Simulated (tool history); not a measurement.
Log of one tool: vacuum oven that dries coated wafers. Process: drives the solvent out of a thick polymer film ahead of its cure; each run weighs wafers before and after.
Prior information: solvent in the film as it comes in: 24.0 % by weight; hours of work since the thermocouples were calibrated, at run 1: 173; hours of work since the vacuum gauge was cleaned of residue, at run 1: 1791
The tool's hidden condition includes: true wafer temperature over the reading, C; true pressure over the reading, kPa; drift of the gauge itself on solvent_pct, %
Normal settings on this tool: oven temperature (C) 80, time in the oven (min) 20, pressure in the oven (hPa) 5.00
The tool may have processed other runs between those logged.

run	hour	oven temperature (C)	time in the oven (min)	pressure in the oven (hPa)	hours of work since the thermocouples were calibrated	hours of work since the vacuum gauge was cleaned of residue	solvent left in the film (%)
1	0.0	80	20	5.00	173	1791	1.63
2	74.7	80	22	5.00	228	1846	1.53
3	155.5	80	20	9.88	287	1905	2.15
4	201.0	80	20	9.88	321	1939	2.15
5	284.9	80	20	9.88	382	2000	1.96
6	343.1	80	20	9.88	425	2043	2.08
7	414.0	80	20	9.88	477	2095	2.14
8	519.0	80	20	9.88	554	2172	2.08
9	613.5	67	20	9.88	623	2241	5.73
10	709.3	67	20	9.88	693	2312	5.71
11	792.0	67	20	9.88	754	2372	5.63
12	866.1	80	20	17.48	808	2427	2.54
13	915.6	80	20	17.48	845	2463	2.44
14	1001.4	80	20	16.59	908	2526	2.48
15	1086.6	80	20	5.00	970	2588	1.65
16	1161.7	80	20	5.00	1025	2643	1.67
17	1267.3	80	20	5.00	1103	2721	1.62
# hour 1290.1: oven's thermocouples calibrated
18	1338.4	80	20	5.00	35	2772	2.24
19	1443.4	77	20	5.00	112	2849	2.84
20	1541.8	77	20	5.00	185	2921	2.84
21	1592.6	77	20	5.00	222	2958	2.75

For run 22, what comes out?
# hour 1654.9: vacuum gauge cleaned of residue and calibrated
22	1659.9	77	15	4.11	270	4	?

solvent left in the film (%): 3.22
Were there no unlogged condition in the tool, this run, its random variation unchanged, would have produced solvent left in the film (%) 3.16.
